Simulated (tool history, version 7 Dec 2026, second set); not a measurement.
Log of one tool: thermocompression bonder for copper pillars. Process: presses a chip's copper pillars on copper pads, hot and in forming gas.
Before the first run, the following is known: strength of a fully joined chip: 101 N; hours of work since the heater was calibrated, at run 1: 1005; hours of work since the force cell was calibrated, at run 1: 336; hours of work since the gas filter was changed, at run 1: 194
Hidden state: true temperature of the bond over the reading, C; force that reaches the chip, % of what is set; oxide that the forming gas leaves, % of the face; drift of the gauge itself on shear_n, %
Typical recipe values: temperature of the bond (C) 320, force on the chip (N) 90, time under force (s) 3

| run | day | temperature of the bond (C) | force on the chip (N) | time under force (s) | hours of work since the heater was calibrated | hours of work since the force cell was calibrated | hours of work since the gas filter was changed | force that shears a chip off (N) |
|---|---|---|---|---|---|---|---|---|
| 1 | 0 | 320 | 90 | 3 | 1005 | 336 | 194 | 39.7 |
|  | 0.604 | heater calibrated with a thermocouple chip |
| 2 | 0.629 | 320 | 90 | 3 | 0 | 344 | 203 | 39.2 |
| 3 | 1.625 | 320 | 90 | 3 | 15 | 359 | 218 | 38.9 |
| 4 | 2.129 | 320 | 90 | 3 | 23 | 367 | 225 | 39.1 |
| 5 | 2.638 | 320 | 90 | 3 | 31 | 374 | 233 | 39 |
| 6 | 3.412 | 320 | 90 | 3 | 42 | 386 | 245 | 39.6 |
| 7 | 4.592 | 320 | 90 | 3 | 60 | 404 | 262 | 39.3 |
| 8 | 5.75 | 320 | 82 | 3 | 78 | 421 | 280 | 35.5 |
| 9 | 6.921 | 320 | 82 | 3 | 95 | 439 | 298 | 34.9 |
| 10 | 7.738 | 320 | 82 | 3 | 108 | 451 | 310 | 35.4 |
| 11 | 8.35 | 320 | 82 | 3 | 117 | 460 | 319 | 35.5 |
| 12 | 8.912 | 320 | 82 | 3 | 125 | 469 | 328 | 35.3 |
| 13 | 9.629 | 320 | 82 | 3 | 136 | 480 | 338 | 35.5 |
| 14 | 10.4 | 294 | 90 | 3 | 148 | 491 | 350 | 28.8 |
|  | 10.733 | forming gas filter changed |
| 15 | 10.942 | 294 | 90 | 2 | 156 | 499 | 3 | 25.1 |
| 16 | 11.575 | 294 | 90 | 2 | 165 | 509 | 13 | 23.8 |
| 17 | 12.171 | 294 | 90 | 2 | 174 | 518 | 22 | 24.4 |
| 18 | 13.208 | 294 | 90 | 2 | 190 | 533 | 37 | 24.2 |
| 19 | 13.812 | 294 | 90 | 2 | 199 | 543 | 46 | 25.5 |
| 20 | 14.296 | 294 | 90 | 2 | 206 | 550 | 54 | 23.9 |
| 21 | 14.783 | 294 | 90 | 2 | 214 | 557 | 61 | 24.5 |
| 22 | 15.404 | 338 | 90 | 3 | 223 | 567 | 70 | 45.7 |
| 23 | 16.267 | 342 | 118 | 3 | 236 | 580 | 83 | 58.8 |
| 24 | 17.279 | 342 | 118 | 3 | 251 | 595 | 99 | 57.8 |
| 25 | 17.958 | 320 | 90 | 6 | 262 | 605 | 109 | 49.5 |
| 26 | 18.542 | 320 | 90 | 2 | 270 | 614 | 118 | 33.2 |
| 27 | 19.246 | 311 | 90 | 4 | 281 | 625 | 128 | 39.4 |
| 28 | 19.746 | 339 | 104 | 6 | 289 | 632 | 136 | 64.4 |
| 29 | 20.592 | 342 | 104 | 2 | 301 | 645 | 149 | 46.2 |
| 30 | 21.675 | 323 | 104 | 2 | 318 | 661 | 165 | 38.6 |
| 31 | 22.788 | 320 | 90 | 2 | 334 | 678 | 182 | 32.8 |
| 32 | 23.788 | 342 | 90 | 5 | 350 | 693 | 197 | 55.5 |
| 33 | 24.525 | 320 | 64 | 5 | 361 | 704 | 208 | 34.2 |
| 34 | 25.221 | 320 | 90 | 2 | 371 | 715 | 219 | 32.4 |
| 35 | 25.992 | 320 | 90 | 3 | 383 | 726 | 230 | 37.8 |
| 36 | 26.65 | 341 | 90 | 2 | 393 | 736 | 240 | 40 |
| 37 | 27.358 | 308 | 135 | 2 | 403 | 747 | 251 | 41.8 |
| 38 | 28.45 | 333 | 108 | 3 | 420 | 763 | 267 | 51.3 |
| 39 | 29.567 | 333 | 108 | 3 | 437 | 780 | 284 | 49.7 |
| 40 | 30.425 | 333 | 108 | 3 | 450 | 793 | 297 | 51.2 |

4 ways to go on from here, each from the tool as it stands after run 40. What would each give?
| A | 31.233 | 317 | 61 | 3 | 462 | 805 | 309 | ? |
| B | 31.233 | 293 | 108 | 6 | 462 | 805 | 309 | ? |
| C | 31.233 | 327 | 132 | 3 | 462 | 805 | 309 | ? |
| D | 31.233 | 337 | 62 | 4 | 462 | 805 | 309 | ? |

| run | force that shears a chip off (N) |
|---|---|
| A | 25.8 |
| B | 43.7 |
| C | 55.9 |
| D | 36.3 |
Without the tool's hidden state the same runs would have given:
| run | force that shears a chip off (N) |
|---|---|
| A | 26 |
| B | 43.9 |
| C | 56.2 |
| D | 36.5 |
